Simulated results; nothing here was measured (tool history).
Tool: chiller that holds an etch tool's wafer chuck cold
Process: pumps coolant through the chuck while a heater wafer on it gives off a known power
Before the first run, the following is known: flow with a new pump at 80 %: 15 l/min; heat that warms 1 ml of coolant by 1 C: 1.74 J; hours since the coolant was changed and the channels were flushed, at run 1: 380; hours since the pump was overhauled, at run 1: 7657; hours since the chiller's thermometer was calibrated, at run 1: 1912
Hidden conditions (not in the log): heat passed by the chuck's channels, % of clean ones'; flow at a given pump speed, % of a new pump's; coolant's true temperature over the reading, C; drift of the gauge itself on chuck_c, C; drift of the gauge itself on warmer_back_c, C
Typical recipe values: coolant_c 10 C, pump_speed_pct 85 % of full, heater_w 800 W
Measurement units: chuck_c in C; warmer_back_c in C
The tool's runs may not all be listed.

| run | day | coolant_c | pump_speed_pct | heater_w | hours since the coolant was changed and the channels were flushed | hours since the pump was overhauled | hours since the chiller's thermometer was calibrated | chuck_c | warmer_back_c |
|---|---|---|---|---|---|---|---|---|---|
| 1 | 0.000 | 10 | 85 | 800 | 380 | 7657 | 1912 | 19.2 | 1.71 |
| 2 | 6.538 | 10 | 97 | 800 | 537 | 7814 | 2069 | 18.3 | 1.51 |
| 3 | 11.258 | 10 | 97 | 800 | 650 | 7927 | 2182 | 18.4 | 1.48 |
| 4 | 15.117 | 11 | 85 | 800 | 743 | 8020 | 2275 | 20.3 | 1.68 |
| 5 | 21.633 | 11 | 64 | 800 | 899 | 8176 | 2431 | 22.1 | 2.38 |
| 6 | 28.829 | 10 | 82 | 800 | 1072 | 8349 | 2604 | 19.2 | 1.78 |
| 7 | 33.779 | 10 | 85 | 648 | 1191 | 8468 | 2722 | 17.4 | 1.42 |
| 8 | 41.979 | 10 | 85 | 511 | 1387 | 8664 | 2919 | 15.7 | 1.14 |
|  | 44.212 | chiller's thermometer calibrated |
| 9 | 49.000 | 10 | 85 | 511 | 1555 | 8832 | 115 | 16.0 | 1.13 |
| 10 | 54.479 | 10 | 85 | 511 | 1686 | 8963 | 246 | 15.7 | 1.05 |
| 11 | 63.621 | 10 | 85 | 800 | 1906 | 9183 | 466 | 18.9 | 1.68 |
| 12 | 68.800 | 10 | 85 | 800 | 2030 | 9307 | 590 | 19.0 | 1.75 |
| 13 | 75.467 | 10 | 85 | 800 | 2190 | 9467 | 750 | 19.2 | 1.71 |
| 14 | 84.862 | 10 | 85 | 800 | 2416 | 9693 | 976 | 19.1 | 1.72 |
| 15 | 90.954 | 10 | 85 | 800 | 2562 | 9839 | 1122 | 19.2 | 1.71 |
| 16 | 97.750 | 10 | 85 | 800 | 2725 | 10002 | 1285 | 19.2 | 1.72 |
| 17 | 106.417 | 10 | 85 | 800 | 2933 | 10210 | 1493 | 19.1 | 1.73 |
| 18 | 113.904 | 10 | 85 | 800 | 3113 | 10390 | 1673 | 18.9 | 1.71 |
| 19 | 122.108 | 10 | 85 | 800 | 3309 | 10587 | 1869 | 19.2 | 1.73 |
| 20 | 131.450 | 10 | 85 | 800 | 3534 | 10811 | 2094 | 19.3 | 1.71 |
| 21 | 140.788 | 14 | 67 | 740 | 3758 | 11035 | 2318 | 24.1 | 2.04 |
| 22 | 145.733 | 14 | 99 | 1065 | 3876 | 11154 | 2436 | 24.8 | 1.91 |
| 23 | 153.433 | 14 | 99 | 1161 | 4061 | 11338 | 2621 | 26.0 | 2.07 |
| 24 | 161.450 | 4 | 79 | 1070 | 4254 | 11531 | 2814 | 17.0 | 2.53 |
|  | 168.092 | chiller's thermometer calibrated |
| 25 | 168.467 | 19 | 86 | 866 | 4421 | 11698 | 9 | 28.9 | 1.86 |
| 26 | 174.846 | 10 | 68 | 580 | 4574 | 11851 | 162 | 17.9 | 1.61 |
| 27 | 180.971 | 7 | 89 | 842 | 4721 | 11998 | 309 | 16.3 | 1.71 |
| 28 | 189.683 | 7 | 89 | 842 | 4930 | 12207 | 518 | 16.4 | 1.70 |
| 29 | 196.708 | 1 | 89 | 842 | 5099 | 12376 | 687 | 10.1 | 1.74 |
| 30 | 203.125 | 12 | 85 | 842 | 5253 | 12530 | 841 | 21.5 | 1.79 |
| 31 | 211.662 | 12 | 97 | 820 | 5458 | 12735 | 1046 | 20.6 | 1.53 |
| 32 | 217.679 | 13 | 97 | 451 | 5602 | 12879 | 1190 | 17.8 | 0.81 |
| 33 | 225.000 | 13 | 99 | 716 | 5778 | 13055 | 1366 | 20.4 | 1.27 |

Across each entry between runs, compare the hidden state at the last listed run before it with the hidden state at the first listed run after it:
Runs 8 to 9: chiller's thermometer calibrated (day 44.212)
  both runs share identical hidden conditions
Runs 24 to 25: chiller's thermometer calibrated (day 168.092)
  both runs share identical hidden conditions
